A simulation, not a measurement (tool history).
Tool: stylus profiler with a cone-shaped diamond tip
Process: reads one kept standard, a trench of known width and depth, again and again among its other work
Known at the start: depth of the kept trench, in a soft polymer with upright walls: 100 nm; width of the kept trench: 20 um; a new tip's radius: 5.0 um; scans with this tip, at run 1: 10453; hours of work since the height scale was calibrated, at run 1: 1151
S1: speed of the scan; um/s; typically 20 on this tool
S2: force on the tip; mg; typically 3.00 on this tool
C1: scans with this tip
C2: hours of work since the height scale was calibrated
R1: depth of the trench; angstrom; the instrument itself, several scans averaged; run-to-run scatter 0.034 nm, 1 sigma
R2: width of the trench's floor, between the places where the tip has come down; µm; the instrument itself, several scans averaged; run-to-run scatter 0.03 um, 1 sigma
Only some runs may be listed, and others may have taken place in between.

run	hour	S1	S2	C1	C2	R1	R2
1	0.0	20	3.00	10453	1151	1017.4	17.45
2	92.4	6	3.00	10693	1209	1017.4	17.45
3	191.1	6	3.00	10949	1271	1017.7	17.46
# hour 198.4: height scale calibrated on a step standard
4	286.7	6	3.00	11196	55	1014.8	17.45
5	352.5	6	3.00	11367	97	1014.3	17.45
6	407.6	6	3.00	11510	131	1015.3	17.50
7	480.8	6	3.00	11699	177	1015.5	17.44
8	527.5	77	3.00	11821	207	1015.2	17.29
9	584.5	13	3.00	11969	243	1014.8	17.36
10	681.0	20	3.00	12219	303	1015.1	17.37
11	762.5	20	3.00	12430	354	1015.5	17.40
12	817.3	20	3.00	12573	389	1015.2	17.38
13	910.8	6	1.14	12815	448	1008.5	17.40
14	979.9	6	1.14	12994	491	1008.3	17.34
15	1063.1	13	6.87	13211	543	1026.4	17.39
16	1136.2	13	6.87	13400	589	1026.0	17.35
17	1199.7	7	1.65	13565	629	1011.3	17.39
18	1295.1	20	4.79	13813	689	1021.7	17.32
19	1373.5	45	1.05	14016	738	1008.4	17.11
20	1433.1	10	4.75	14171	776	1020.8	17.36
21	1484.9	12	6.31	14305	808	1026.1	17.34
22	1528.0	7	5.65	14417	835	1024.3	17.32

Alternative continuations, all from the tool just after run 22; predict every row:
A	1595.8	12	3.00	14593	878	?	?
B	1595.8	5	1.86	14593	878	?	?
C	1595.8	44	1.81	14593	878	?	?
D	1595.8	5	3.70	14593	878	?	?
E	1595.8	71	6.37	14593	878	?	?

run	R1	R2
A	1016.4	17.30
B	1012.3	17.30
C	1012.3	17.22
D	1018.7	17.25
E	1025.7	17.19
With no hidden state in the tool, these same runs would have given:
run	R1	R2
A	1014.5	17.97
B	1010.4	17.97
C	1010.5	17.89
D	1016.8	17.92
E	1023.8	17.86
